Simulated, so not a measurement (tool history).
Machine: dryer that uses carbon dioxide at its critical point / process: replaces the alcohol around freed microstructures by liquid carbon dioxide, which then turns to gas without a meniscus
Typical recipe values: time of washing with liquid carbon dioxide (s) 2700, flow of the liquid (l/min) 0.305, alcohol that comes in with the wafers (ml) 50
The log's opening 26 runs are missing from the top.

run,day,time of washing with liquid carbon dioxide (s),flow of the liquid (l/min),alcohol that comes in with the wafers (ml),alcohol left in the vessel before it's heated (ppm by volume)
27,35.442,2460,0.440,43,22
28,36.354,2160,0.440,27,22
29,37.450,2700,0.192,28,342
30,39.250,2700,0.222,26,185
31,40.812,2700,0.305,27,46
32,42.567,3900,0.248,105,72
33,43.654,3780,0.305,65,33
34,44.446,3780,0.305,65,35
35,45.404,2580,0.288,34,105
36,46.225,3180,0.305,45,43
37,47.317,3120,0.317,45,48
38,49.162,3240,0.375,50,33
39,50.846,3240,0.375,50,33
40,51.712,3240,0.375,50,34
41,52.675,3240,0.261,36,83
42,53.729,1800,0.213,35,1303
43,55.525,1860,0.204,37,1481
44,57.175,1860,0.204,37,1531

Alternative continuations, all from the tool just after run 44; predict every row:
A,58.650,1860,0.363,27,?
B,58.650,1860,0.336,37,?
C,58.650,2700,0.305,28,?
D,58.650,1860,0.440,110,?

run,alcohol left in the vessel before it's heated (ppm by volume)
A,173
B,299
C,93
D,224
With no hidden state in the tool, these same runs would have given:
run,alcohol left in the vessel before it's heated (ppm by volume)
A,73
B,150
C,28
D,90
